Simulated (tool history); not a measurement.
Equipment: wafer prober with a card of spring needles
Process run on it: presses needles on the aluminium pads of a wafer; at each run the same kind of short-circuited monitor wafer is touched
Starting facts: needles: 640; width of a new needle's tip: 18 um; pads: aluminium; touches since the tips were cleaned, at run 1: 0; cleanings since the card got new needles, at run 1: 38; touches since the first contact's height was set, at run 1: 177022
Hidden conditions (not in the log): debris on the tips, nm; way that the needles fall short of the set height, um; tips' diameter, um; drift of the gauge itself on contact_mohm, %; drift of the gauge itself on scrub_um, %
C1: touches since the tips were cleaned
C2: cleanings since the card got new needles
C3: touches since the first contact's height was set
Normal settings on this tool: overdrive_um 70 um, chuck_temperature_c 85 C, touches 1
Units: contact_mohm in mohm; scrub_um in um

{"run": 1, "hour": 0.0, "overdrive_um": 70, "chuck_temperature_c": 85, "touches": 1, "C1": 0, "C2": 38, "C3": 177022, "contact_mohm": 276, "scrub_um": 12.57}
{"hour": 16.1, "done": "tips cleaned on abrasive film"}
{"run": 2, "hour": 24.5, "overdrive_um": 70, "chuck_temperature_c": 85, "touches": 1, "C1": 4764, "C2": 39, "C3": 190848, "contact_mohm": 281, "scrub_um": 12.63}
{"hour": 33.7, "done": "tips cleaned on abrasive film"}
{"hour": 50.6, "done": "tips cleaned on abrasive film"}
{"run": 3, "hour": 56.8, "overdrive_um": 70, "chuck_temperature_c": 85, "touches": 1, "C1": 3532, "C2": 41, "C3": 208997, "contact_mohm": 280, "scrub_um": 12.6}
{"hour": 67.6, "done": "tips cleaned on abrasive film"}
{"hour": 67.9, "done": "height of the first contact set anew"}
{"hour": 85.6, "done": "tips cleaned on abrasive film"}
{"hour": 101.6, "done": "tips cleaned on abrasive film"}
{"run": 4, "hour": 104.6, "overdrive_um": 70, "chuck_temperature_c": 85, "touches": 1, "C1": 1671, "C2": 44, "C3": 20625, "contact_mohm": 270, "scrub_um": 12.63}
{"hour": 118.5, "done": "tips cleaned on abrasive film"}
{"hour": 137.8, "done": "tips cleaned on abrasive film"}
{"run": 5, "hour": 148.8, "overdrive_um": 70, "chuck_temperature_c": 85, "touches": 1, "C1": 6206, "C2": 46, "C3": 45529, "contact_mohm": 281, "scrub_um": 12.66}
{"hour": 155.0, "done": "tips cleaned on abrasive film"}
{"hour": 173.2, "done": "tips cleaned on abrasive film"}
{"run": 6, "hour": 177.1, "overdrive_um": 70, "chuck_temperature_c": 85, "touches": 1, "C1": 2196, "C2": 48, "C3": 61424, "contact_mohm": 278, "scrub_um": 12.62}
{"hour": 191.7, "done": "tips cleaned on abrasive film"}
{"run": 7, "hour": 203.5, "overdrive_um": 57, "chuck_temperature_c": 85, "touches": 1, "C1": 6655, "C2": 49, "C3": 76298, "contact_mohm": 283, "scrub_um": 10.2}
{"hour": 210.5, "done": "tips cleaned on abrasive film"}
{"hour": 226.9, "done": "tips cleaned on abrasive film"}
{"hour": 243.3, "done": "tips cleaned on abrasive film"}
{"run": 8, "hour": 247.1, "overdrive_um": 57, "chuck_temperature_c": 85, "touches": 1, "C1": 2149, "C2": 52, "C3": 100790, "contact_mohm": 287, "scrub_um": 10.26}
{"hour": 260.5, "done": "tips cleaned on abrasive film"}
{"run": 9, "hour": 269.1, "overdrive_um": 83, "chuck_temperature_c": 85, "touches": 1, "C1": 4878, "C2": 53, "C3": 113148, "contact_mohm": 280, "scrub_um": 14.88}
{"hour": 280.2, "done": "tips cleaned on abrasive film"}
{"hour": 297.8, "done": "tips cleaned on abrasive film"}
{"hour": 313.9, "done": "tips cleaned on abrasive film"}
{"run": 10, "hour": 313.9, "overdrive_um": 83, "chuck_temperature_c": 85, "touches": 1, "C1": 0, "C2": 56, "C3": 138319, "contact_mohm": 275, "scrub_um": 14.86}
{"hour": 330.9, "done": "tips cleaned on abrasive film"}
{"run": 11, "hour": 339.4, "overdrive_um": 70, "chuck_temperature_c": 85, "touches": 1, "C1": 4808, "C2": 57, "C3": 152661, "contact_mohm": 279, "scrub_um": 12.58}
{"hour": 347.9, "done": "tips cleaned on abrasive film"}
{"hour": 367.5, "done": "tips cleaned on abrasive film"}
{"hour": 386.9, "done": "tips cleaned on abrasive film"}
{"run": 12, "hour": 391.0, "overdrive_um": 56, "chuck_temperature_c": 85, "touches": 1, "C1": 2309, "C2": 60, "C3": 181685, "contact_mohm": 280, "scrub_um": 10.01}
{"hour": 404.1, "done": "tips cleaned on abrasive film"}
{"hour": 421.1, "done": "tips cleaned on abrasive film"}
{"hour": 438.3, "done": "tips cleaned on abrasive film"}
{"run": 13, "hour": 438.3, "overdrive_um": 70, "chuck_temperature_c": 85, "touches": 1, "C1": 0, "C2": 63, "C3": 208279, "contact_mohm": 281, "scrub_um": 12.49}
{"hour": 447.6, "done": "height of the first contact set anew"}
{"hour": 454.9, "done": "tips cleaned on abrasive film"}
{"hour": 471.2, "done": "tips cleaned on abrasive film"}
{"run": 14, "hour": 477.1, "overdrive_um": 70, "chuck_temperature_c": 85, "touches": 1, "C1": 3353, "C2": 65, "C3": 16552, "contact_mohm": 275, "scrub_um": 12.53}
{"hour": 488.2, "done": "tips cleaned on abrasive film"}
{"hour": 508.0, "done": "tips cleaned on abrasive film"}
{"hour": 524.4, "done": "tips cleaned on abrasive film"}
{"run": 15, "hour": 529.8, "overdrive_um": 70, "chuck_temperature_c": 85, "touches": 1, "C1": 3065, "C2": 68, "C3": 46181, "contact_mohm": 274, "scrub_um": 12.52}
{"hour": 542.6, "done": "tips cleaned on abrasive film"}
{"hour": 559.4, "done": "tips cleaned on abrasive film"}
{"run": 16, "hour": 573.1, "overdrive_um": 58, "chuck_temperature_c": 43, "touches": 1, "C1": 7725, "C2": 70, "C3": 70531, "contact_mohm": 270, "scrub_um": 10.33}
{"hour": 577.1, "done": "tips cleaned on abrasive film"}
{"hour": 594.4, "done": "tips cleaned on abrasive film"}
{"hour": 611.0, "done": "tips cleaned on abrasive film"}
{"run": 17, "hour": 622.5, "overdrive_um": 53, "chuck_temperature_c": 104, "touches": 1, "C1": 6509, "C2": 73, "C3": 98314, "contact_mohm": 285, "scrub_um": 9.49}
{"hour": 628.2, "done": "tips cleaned on abrasive film"}
{"hour": 644.9, "done": "tips cleaned on abrasive film"}
{"hour": 662.2, "done": "tips cleaned on abrasive film"}
{"run": 18, "hour": 669.9, "overdrive_um": 84, "chuck_temperature_c": 38, "touches": 1, "C1": 4330, "C2": 76, "C3": 124951, "contact_mohm": 263, "scrub_um": 14.98}
{"hour": 679.0, "done": "tips cleaned on abrasive film"}
{"hour": 695.9, "done": "tips cleaned on abrasive film"}
{"run": 19, "hour": 705.8, "overdrive_um": 75, "chuck_temperature_c": 31, "touches": 2, "C1": 5609, "C2": 78, "C3": 145148, "contact_mohm": 267, "scrub_um": 13.28}
{"hour": 712.6, "done": "tips cleaned on abrasive film"}
{"hour": 731.1, "done": "tips cleaned on abrasive film"}
{"hour": 747.6, "done": "tips cleaned on abrasive film"}
{"run": 20, "hour": 759.2, "overdrive_um": 80, "chuck_temperature_c": 70, "touches": 2, "C1": 6598, "C2": 81, "C3": 175182, "contact_mohm": 273, "scrub_um": 14.32}
{"hour": 766.3, "done": "tips cleaned on abrasive film"}
{"hour": 783.4, "done": "tips cleaned on abrasive film"}
{"hour": 800.1, "done": "tips cleaned on abrasive film"}
{"run": 21, "hour": 800.3, "overdrive_um": 80, "chuck_temperature_c": 41, "touches": 2, "C1": 92, "C2": 84, "C3": 198235, "contact_mohm": 267, "scrub_um": 14.15}
{"hour": 817.6, "done": "tips cleaned on abrasive film"}
{"hour": 828.0, "done": "height of the first contact set anew"}
{"run": 22, "hour": 831.6, "overdrive_um": 80, "chuck_temperature_c": 41, "touches": 2, "C1": 7713, "C2": 85, "C3": 2043, "contact_mohm": 266, "scrub_um": 14.2}
{"hour": 835.1, "done": "tips cleaned on abrasive film"}
{"hour": 853.2, "done": "tips cleaned on abrasive film"}
{"run": 23, "hour": 858.7, "overdrive_um": 80, "chuck_temperature_c": 41, "touches": 2, "C1": 3101, "C2": 87, "C3": 17281, "contact_mohm": 263, "scrub_um": 14.2}
{"hour": 870.7, "done": "tips cleaned on abrasive film"}
{"run": 24, "hour": 882.4, "overdrive_um": 54, "chuck_temperature_c": 102, "touches": 3, "C1": 6633, "C2": 88, "C3": 30614, "contact_mohm": 282, "scrub_um": 9.57}
{"hour": 889.8, "done": "tips cleaned on abrasive film"}
{"hour": 907.0, "done": "tips cleaned on abrasive film"}
{"run": 25, "hour": 918.2, "overdrive_um": 58, "chuck_temperature_c": 85, "touches": 1, "C1": 6321, "C2": 90, "C3": 50734, "contact_mohm": 281, "scrub_um": 10.2}
{"hour": 926.2, "done": "tips cleaned on abrasive film"}
{"hour": 945.1, "done": "tips cleaned on abrasive film"}
{"run": 26, "hour": 951.1, "overdrive_um": 58, "chuck_temperature_c": 85, "touches": 1, "C1": 3354, "C2": 92, "C3": 69210, "contact_mohm": 281, "scrub_um": 10.27}
{"hour": 961.2, "done": "tips cleaned on abrasive film"}
{"hour": 980.3, "done": "tips cleaned on abrasive film"}
{"hour": 997.8, "done": "tips cleaned on abrasive film"}
{"run": 27, "hour": 1000.2, "overdrive_um": 62, "chuck_temperature_c": 109, "touches": 3, "C1": 1398, "C2": 95, "C3": 96843, "contact_mohm": 285, "scrub_um": 10.9}
{"hour": 1015.0, "done": "tips cleaned on abrasive film"}
{"hour": 1033.3, "done": "tips cleaned on abrasive film"}
{"run": 28, "hour": 1035.2, "overdrive_um": 72, "chuck_temperature_c": 55, "touches": 1, "C1": 1057, "C2": 97, "C3": 116488, "contact_mohm": 269, "scrub_um": 12.7}

4 ways to go on from here, each from the tool as it stands after run 28. What would each give?
{"hour": 1051.3, "done": "tips cleaned on abrasive film"}
{"hour": 1070.3, "done": "tips cleaned on abrasive film"}
{"run": "A", "hour": 1075.4, "overdrive_um": 57, "chuck_temperature_c": 55, "touches": 2, "C1": 2901, "C2": 99, "C3": 139121, "contact_mohm": "?", "scrub_um": "?"}
{"hour": 1051.3, "done": "tips cleaned on abrasive film"}
{"hour": 1070.3, "done": "tips cleaned on abrasive film"}
{"run": "B", "hour": 1075.4, "overdrive_um": 72, "chuck_temperature_c": 59, "touches": 1, "C1": 2901, "C2": 99, "C3": 139121, "contact_mohm": "?", "scrub_um": "?"}
{"hour": 1051.3, "done": "tips cleaned on abrasive film"}
{"hour": 1070.3, "done": "tips cleaned on abrasive film"}
{"run": "C", "hour": 1075.4, "overdrive_um": 78, "chuck_temperature_c": 73, "touches": 3, "C1": 2901, "C2": 99, "C3": 139121, "contact_mohm": "?", "scrub_um": "?"}
{"hour": 1051.3, "done": "tips cleaned on abrasive film"}
{"hour": 1070.3, "done": "tips cleaned on abrasive film"}
{"run": "D", "hour": 1075.4, "overdrive_um": 70, "chuck_temperature_c": 88, "touches": 1, "C1": 2901, "C2": 99, "C3": 139121, "contact_mohm": "?", "scrub_um": "?"}

run=A contact_mohm=270 scrub_um=10.04
run=B contact_mohm=266 scrub_um=12.66
run=C contact_mohm=275 scrub_um=13.76
run=D contact_mohm=282 scrub_um=12.32
Had the tool no hidden state, the same runs would have come out as:
run=A contact_mohm=270 scrub_um=10.29
run=B contact_mohm=265 scrub_um=12.97
run=C contact_mohm=275 scrub_um=14.1
run=D contact_mohm=281 scrub_um=12.62
